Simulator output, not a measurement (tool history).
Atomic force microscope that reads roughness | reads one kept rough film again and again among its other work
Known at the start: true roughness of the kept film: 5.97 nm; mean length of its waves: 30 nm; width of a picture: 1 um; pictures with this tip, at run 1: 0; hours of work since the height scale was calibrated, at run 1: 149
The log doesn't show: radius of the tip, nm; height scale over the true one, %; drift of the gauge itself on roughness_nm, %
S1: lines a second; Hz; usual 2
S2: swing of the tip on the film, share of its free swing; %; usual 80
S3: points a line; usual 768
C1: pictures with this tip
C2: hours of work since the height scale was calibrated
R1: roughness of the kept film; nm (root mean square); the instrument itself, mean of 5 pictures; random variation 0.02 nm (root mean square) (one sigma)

run    hour    S1  S2   S3   C1   C2     R1
  1       0     2  80  768    0  149  4.825
  2      59     2  80  768   46  173  4.774
  3   103.5     2  80  768   81  191  4.802
  4   135.1     2  80  768  105  204  4.787
  5   191.7     2  80  768  150  226  4.799
      197.8  -- new tip fitted
  6   232.8     2  80  768   27  243  4.805
  7   283.6     2  79  768   67  263  4.819
  8   330.5     2  79  768  104  282   4.78
  9   366.8  1.09  79  768  132  297  5.001
      392.6  -- new tip fitted
 10   395.6  1.09  79  768    2  308  4.999
 11   431.9  1.09  79  768   30  323  4.966
 12   461.3     2  80  768   53  335  4.776
 13   508.9     2  80  768   90  354  4.795
 14   561.8  1.49  66  359  132  375  5.003
      588.3  -- new tip fitted
 15   605.7  2.85  68  359   14  393  4.833
 16   633.4  2.85  68  452   35  404  4.901
 17     692  3.81  66  492   81  428  4.841
 18   736.9   1.9  70  807  116  446  4.945
      782.1  -- new tip fitted
 19   792.8   1.9  81  807    8  468  4.799
 20   828.1  3.61  88  731   36  483  4.223
 21     855  1.09  56  768   57  493  5.214
 22   894.8  1.09  56  768   88  510   5.17
 23   940.1  3.59  79  800  123  528  4.459
      976.3  -- new tip fitted
 24   993.3  2.22  61  373   13  549  5.042
 25  1021.5  2.22  61  373   35  560  5.081
 26  1057.1     2  81  346   63  575  4.739

Measured less the same run without the tool's hidden state. The same run-to-run variation is in both; the gauge's scatter may not be:
run      R1
  1  -0.001
  2  -0.006
  3  -0.011
  4  -0.014
  5   -0.02
  6  -0.004
  7  -0.009
  8  -0.013
  9  -0.018
 10  -0.001
 11  -0.005
 12  -0.007
 13  -0.012
 14  -0.017
 15  -0.002
 16  -0.005
 17  -0.011
 18  -0.016
 19  -0.002
 20  -0.005
 21  -0.009
 22  -0.013
 23  -0.016
 24  -0.002
 25  -0.005
 26  -0.008
